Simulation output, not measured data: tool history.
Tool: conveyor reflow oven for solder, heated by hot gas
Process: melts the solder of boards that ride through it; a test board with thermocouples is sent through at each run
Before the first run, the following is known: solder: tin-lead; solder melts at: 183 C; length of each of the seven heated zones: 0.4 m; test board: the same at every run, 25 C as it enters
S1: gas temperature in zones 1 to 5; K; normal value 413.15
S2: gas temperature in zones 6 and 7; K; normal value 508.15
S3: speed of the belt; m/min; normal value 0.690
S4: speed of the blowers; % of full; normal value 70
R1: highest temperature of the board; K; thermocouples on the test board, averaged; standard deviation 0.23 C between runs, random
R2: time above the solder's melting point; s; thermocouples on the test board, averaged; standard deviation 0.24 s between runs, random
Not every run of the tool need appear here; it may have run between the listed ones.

run,hour,S1,S2,S3,S4,R1,R2
1,0.0,413.15,508.15,0.690,70,500.15,61.2
2,44.0,413.15,508.15,0.690,70,499.95,61.0
3,93.2,413.15,507.15,0.690,70,499.15,60.6
4,140.3,413.15,507.15,0.690,70,499.35,60.3
# hour 170.2: flux residue cleaned out of gas plates and filters
5,189.6,413.15,507.15,0.690,70,500.45,60.9
6,224.7,413.15,497.15,0.690,70,490.85,55.8
7,260.9,413.15,508.15,0.690,83,503.15,62.6
8,291.4,401.15,508.15,0.690,70,499.45,57.3
9,324.2,401.15,508.15,0.690,70,499.35,57.7
10,369.3,418.15,509.15,0.740,72,501.15,58.6
11,394.8,418.15,509.15,0.740,72,501.15,58.7
12,435.4,415.15,502.15,0.599,56,496.15,68.7
13,481.0,399.15,502.15,0.599,56,495.05,62.5
14,515.8,413.15,504.15,0.611,51,495.85,67.0
# hour 529.6: flux residue cleaned out of gas plates and filters
15,560.8,426.15,517.15,0.585,59,513.15,83.7
16,582.2,414.15,520.15,0.690,58,510.45,66.6
17,624.2,410.15,508.15,0.600,70,504.45,72.4

Some steps in R1, run to run, broken into two amounts with sign: the step expected even without the hidden condition (settings, incoming material, random variation), and the rest, left for the hidden condition together with whatever gauge scatter is not in both the measured and the hidden-condition-free result:
Hidden conditions of the tool in this case: heat that the gas passes to the board, % of a clean oven's; belt's true speed, % of the reading; true gas temperature in zones 6 and 7 over the reading, C; drift of the gauge itself on peak_c, C; drift of the gauge itself on liquid_s, %.
Run 4 -> 5: flux residue cleaned out of gas plates and filters. R1 +1.10 K: hidden state +0.90, all else +0.20.
Run 14 -> 15: S1 413.15 -> 426.15, S2 504.15 -> 517.15, S3 0.611 -> 0.585, S4 51 -> 59, flux residue cleaned out of gas plates and filters. R1 +17.30 K: hidden state +0.70, all else +16.60.

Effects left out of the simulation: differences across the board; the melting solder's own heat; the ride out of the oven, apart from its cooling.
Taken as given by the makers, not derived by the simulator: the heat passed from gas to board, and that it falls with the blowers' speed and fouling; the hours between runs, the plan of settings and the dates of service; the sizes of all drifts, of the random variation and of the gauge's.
